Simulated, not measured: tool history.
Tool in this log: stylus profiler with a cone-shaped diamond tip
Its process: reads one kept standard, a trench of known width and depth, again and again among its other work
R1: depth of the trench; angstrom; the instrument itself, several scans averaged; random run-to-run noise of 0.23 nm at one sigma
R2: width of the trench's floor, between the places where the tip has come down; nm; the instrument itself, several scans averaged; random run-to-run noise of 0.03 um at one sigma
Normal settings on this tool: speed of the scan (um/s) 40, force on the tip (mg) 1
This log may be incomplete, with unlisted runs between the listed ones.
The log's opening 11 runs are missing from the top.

run 12 hour=550.5 | speed_of_the_scan_(um/s)=40 force_on_the_tip_(mg)=1 | R1=10093.7 R2=16300
run 13 hour=584.1 | speed_of_the_scan_(um/s)=40 force_on_the_tip_(mg)=1 | R1=10091.7 R2=16290
run 14 hour=640.4 | speed_of_the_scan_(um/s)=40 force_on_the_tip_(mg)=1 | R1=10093.2 R2=16390
run 15 hour=712.8 | speed_of_the_scan_(um/s)=10 force_on_the_tip_(mg)=1 | R1=10094.7 R2=16510
run 16 hour=778.2 | speed_of_the_scan_(um/s)=10 force_on_the_tip_(mg)=1 | R1=10090.6 R2=16430
run 17 hour=854.1 | speed_of_the_scan_(um/s)=40 force_on_the_tip_(mg)=1.91 | R1=10139.3 R2=16360
run 18 hour=934 | speed_of_the_scan_(um/s)=17 force_on_the_tip_(mg)=0.71 | R1=10078.6 R2=16410
run 19 hour=1010.2 | speed_of_the_scan_(um/s)=16 force_on_the_tip_(mg)=1.63 | R1=10130.5 R2=16440
run 20 hour=1078.5 | speed_of_the_scan_(um/s)=16 force_on_the_tip_(mg)=1.63 | R1=10130.5 R2=16480
run 21 hour=1156.6 | speed_of_the_scan_(um/s)=66 force_on_the_tip_(mg)=1.13 | R1=10100.9 R2=16150
run 22 hour=1235.6 | speed_of_the_scan_(um/s)=20 force_on_the_tip_(mg)=2.8 | R1=10187.8 R2=16440
run 23 hour=1308.2 | speed_of_the_scan_(um/s)=12 force_on_the_tip_(mg)=0.56 | R1=10069.5 R2=16440
-- hour=1352.7 height scale calibrated on a step standard
run 24 hour=1382.2 | speed_of_the_scan_(um/s)=80 force_on_the_tip_(mg)=0.67 | R1=10072 R2=16040
run 25 hour=1455.8 | speed_of_the_scan_(um/s)=80 force_on_the_tip_(mg)=0.67 | R1=10073.4 R2=16040
run 26 hour=1491.5 | speed_of_the_scan_(um/s)=30 force_on_the_tip_(mg)=1.71 | R1=10133.8 R2=16380
run 27 hour=1570.6 | speed_of_the_scan_(um/s)=60 force_on_the_tip_(mg)=1.78 | R1=10133.9 R2=16240
run 28 hour=1651.5 | speed_of_the_scan_(um/s)=60 force_on_the_tip_(mg)=1.78 | R1=10133.9 R2=16300
run 29 hour=1701.8 | speed_of_the_scan_(um/s)=60 force_on_the_tip_(mg)=1.78 | R1=10134.8 R2=16340
run 30 hour=1759 | speed_of_the_scan_(um/s)=20 force_on_the_tip_(mg)=1.78 | R1=10135.6 R2=16480
run 31 hour=1801.9 | speed_of_the_scan_(um/s)=51 force_on_the_tip_(mg)=1.88 | R1=10145.2 R2=16330

What if the next run were any one of these 5? Each begins from the tool's condition after run 31:
run A hour=1861.6 | speed_of_the_scan_(um/s)=86 force_on_the_tip_(mg)=1.08 | R1=? R2=?
run B hour=1861.6 | speed_of_the_scan_(um/s)=21 force_on_the_tip_(mg)=1.62 | R1=? R2=?
run C hour=1861.6 | speed_of_the_scan_(um/s)=51 force_on_the_tip_(mg)=2.86 | R1=? R2=?
run D hour=1861.6 | speed_of_the_scan_(um/s)=51 force_on_the_tip_(mg)=0.62 | R1=? R2=?
run E hour=1861.6 | speed_of_the_scan_(um/s)=66 force_on_the_tip_(mg)=2.61 | R1=? R2=?

run=A R1=10099.9 R2=16120
run=B R1=10125.4 R2=16410
run=C R1=10190.2 R2=16330
run=D R1=10069.3 R2=16180
run=E R1=10178.7 R2=16310
Without the tool's hidden state the same runs would have given:
run=A R1=10099.9 R2=16130
run=B R1=10125.4 R2=16410
run=C R1=10190.2 R2=16330
run=D R1=10069.3 R2=16180
run=E R1=10178.7 R2=16310
